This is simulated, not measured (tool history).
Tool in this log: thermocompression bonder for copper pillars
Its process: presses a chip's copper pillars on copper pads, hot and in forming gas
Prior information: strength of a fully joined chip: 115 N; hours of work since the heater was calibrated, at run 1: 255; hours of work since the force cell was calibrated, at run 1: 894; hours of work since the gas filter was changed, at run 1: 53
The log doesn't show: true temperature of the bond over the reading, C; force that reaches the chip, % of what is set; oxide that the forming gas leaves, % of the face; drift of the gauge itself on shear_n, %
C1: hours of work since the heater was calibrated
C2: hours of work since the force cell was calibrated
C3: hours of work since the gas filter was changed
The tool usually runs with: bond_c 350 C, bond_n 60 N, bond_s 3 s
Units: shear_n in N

Run 1, hour 0.0: usual settings; C1 255; C2 894; C3 53. Result: shear_n 48.2 N.
Run 2, hour 5.1: usual settings; C1 259; C2 898; C3 57. Result: shear_n 49.1 N.
Run 3, hour 11.6: usual settings; C1 264; C2 903; C3 62. Result: shear_n 49.0 N.
Run 4, hour 17.7: usual settings; C1 268; C2 908; C3 66. Result: shear_n 49.4 N.
Run 5, hour 29.1: usual settings; C1 277; C2 916; C3 75. Result: shear_n 48.9 N.
Run 6, hour 37.3: usual settings; C1 284; C2 923; C3 82. Result: shear_n 48.7 N.
Run 7, hour 47.7: usual settings but bond_c 380 C, bond_n 90 N, bond_s 2 s; C1 292; C2 931; C3 90. Result: shear_n 76.5 N.
Run 8, hour 58.3: usual settings but bond_c 331 C, bond_n 75 N; C1 300; C2 939; C3 98. Result: shear_n 46.0 N.
Run 9, hour 64.9: usual settings but bond_c 368 C, bond_n 84 N, bond_s 2 s; C1 305; C2 944; C3 103. Result: shear_n 66.5 N.
Run 10, hour 74.1: usual settings but bond_c 368 C, bond_n 36 N, bond_s 2 s; C1 312; C2 951; C3 110. Result: shear_n 33.5 N.

Here are 5 independent what-if runs from the current tool condition. What would each one return?
Run A, hour 78.7: usual settings but bond_n 53 N, bond_s 2 s; C1 316; C2 955; C3 114. Result: shear_n ?.
Run B, hour 78.7: usual settings but bond_c 359 C, bond_n 51 N, bond_s 7 s; C1 316; C2 955; C3 114. Result: shear_n ?.
Run C, hour 78.7: usual settings but bond_c 368 C, bond_n 36 N, bond_s 6 s; C1 316; C2 955; C3 114. Result: shear_n ?.
Run D, hour 78.7: usual settings but bond_c 347 C, bond_n 62 N, bond_s 2 s; C1 316; C2 955; C3 114. Result: shear_n ?.
Run E, hour 78.7: usual settings but bond_c 369 C; C1 316; C2 955; C3 114. Result: shear_n ?.

run  shear_n
  A     37.6
  B     64.0
  C     51.4
  D     40.8
  E     60.9
With the hidden condition removed and each run's random variation left untouched, the same runs would have given:
run  shear_n
  A     37.6
  B     63.9
  C     51.3
  D     40.8
  E     60.8

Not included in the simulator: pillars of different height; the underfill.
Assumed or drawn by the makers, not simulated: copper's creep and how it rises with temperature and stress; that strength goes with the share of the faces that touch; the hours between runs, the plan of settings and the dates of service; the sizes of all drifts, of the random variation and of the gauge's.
